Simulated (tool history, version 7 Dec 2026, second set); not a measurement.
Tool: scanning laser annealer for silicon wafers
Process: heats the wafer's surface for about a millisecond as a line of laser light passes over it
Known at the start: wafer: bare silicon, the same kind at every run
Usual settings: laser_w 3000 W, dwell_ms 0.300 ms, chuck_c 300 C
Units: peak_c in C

| run | hour | laser_w | dwell_ms | chuck_c | peak_c |
|---|---|---|---|---|---|
| 1 | 0.0 | 3000 | 0.300 | 300 | 1087 |
| 2 | 30.5 | 3000 | 0.300 | 300 | 1090 |
| 3 | 58.6 | 3000 | 0.300 | 300 | 1086 |
| 4 | 96.0 | 3000 | 0.255 | 300 | 1016 |
| 5 | 132.0 | 3000 | 0.255 | 300 | 1016 |
| 6 | 162.9 | 3000 | 0.300 | 300 | 1081 |
| 7 | 186.5 | 3000 | 0.327 | 300 | 1119 |
|  | 207.6 | optics aligned, line set to its width |
| 8 | 214.7 | 3000 | 0.300 | 300 | 1089 |
| 9 | 231.5 | 3196 | 0.282 | 334 | 1154 |
| 10 | 269.0 | 3280 | 0.282 | 334 | 1173 |
| 11 | 287.6 | 3280 | 0.305 | 321 | 1191 |
| 12 | 310.3 | 3280 | 0.305 | 321 | 1190 |
| 13 | 344.0 | 2856 | 0.348 | 321 | 1131 |
| 14 | 380.4 | 2856 | 0.348 | 321 | 1129 |
| 15 | 404.4 | 2856 | 0.348 | 321 | 1124 |

Hidden state or all else? Some run-to-run changes of peak_c, split into what the settings, what came in and random variation would give without the hidden state, and what is left for the hidden state (with any gauge scatter that isn't in both results):
The hidden state here: light that passes the window, % of a clean one's; laser's true power over the reading, %; width of the line over the set one, %; drift of the gauge itself on peak_c, C.
Run 3 -> 4: dwell_ms 0.300 -> 0.255. peak_c -70 C: hidden state +0, all else -70.
Run 7 -> 8: dwell_ms 0.327 -> 0.300, optics aligned, line set to its width. peak_c -30 C: hidden state +12, all else -42.
